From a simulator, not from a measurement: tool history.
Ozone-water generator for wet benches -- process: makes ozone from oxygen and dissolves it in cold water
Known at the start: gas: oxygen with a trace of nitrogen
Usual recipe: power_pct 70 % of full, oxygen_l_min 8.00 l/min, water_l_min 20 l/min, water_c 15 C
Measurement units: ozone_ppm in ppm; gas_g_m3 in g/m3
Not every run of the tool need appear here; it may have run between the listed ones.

run,day,power_pct,oxygen_l_min,water_l_min,water_c,ozone_ppm,gas_g_m3
1,0.000,70,8.00,20,15,26.9,169.0
2,2.754,70,8.00,20,15,26.9,166.9
3,5.517,70,8.00,20,15,27.1,168.9
4,9.000,70,8.00,20,15,27.1,167.8
5,10.938,70,8.00,20,15,27.0,167.8
6,13.638,70,8.00,20,15,27.1,168.6
7,16.829,70,8.00,20,15,26.8,168.8
8,20.533,70,8.00,20,15,26.8,170.4
9,23.733,70,8.00,20,15,27.0,168.6
10,26.138,70,8.00,20,15,27.0,168.3
11,28.600,70,8.00,30,15,20.2,168.9
12,30.796,70,12.13,30,15,20.4,137.9
13,33.942,70,8.00,20,7,30.9,169.1
14,36.908,70,8.00,20,7,30.7,169.1
15,40.162,70,8.80,20,15,27.0,160.0
16,42.433,70,8.80,20,15,27.1,160.1
17,45.512,70,8.80,20,15,26.8,162.0
18,47.592,70,8.80,20,15,27.2,160.6
19,49.842,57,8.00,26,15,20.0,151.5
20,52.858,57,8.00,26,15,20.3,151.5
21,55.046,79,8.00,20,11,30.9,179.2
22,57.025,73,8.00,22,18,24.8,172.2
23,59.058,73,8.00,22,18,24.6,172.5
24,60.746,73,8.00,22,18,24.5,173.4
25,63.329,44,8.00,22,15,20.0,132.5
26,65.346,70,5.80,20,15,26.7,199.4
27,69.404,70,5.80,20,15,27.0,197.1
28,72.138,70,10.70,16,12,31.8,146.8
29,74.567,70,10.70,16,12,32.1,145.2
30,77.704,70,10.70,16,12,31.9,146.2
31,81.225,70,10.70,16,12,32.1,146.4
32,84.679,70,10.12,20,16,26.4,151.2

Here are 3 independent what-if runs from the current tool condition. What would each one return?
A,88.321,70,10.12,12,16,?,?
B,88.321,75,8.00,24,8,?,?
C,88.321,70,8.00,20,22,?,?

run,ozone_ppm,gas_g_m3
A,33.4,149.8
B,27.6,174.3
C,24.0,169.2
The same runs, with their run-to-run variation unchanged, on a tool lacking any hidden condition would have given:
run,ozone_ppm,gas_g_m3
A,33.4,149.9
B,27.6,174.4
C,24.0,169.3
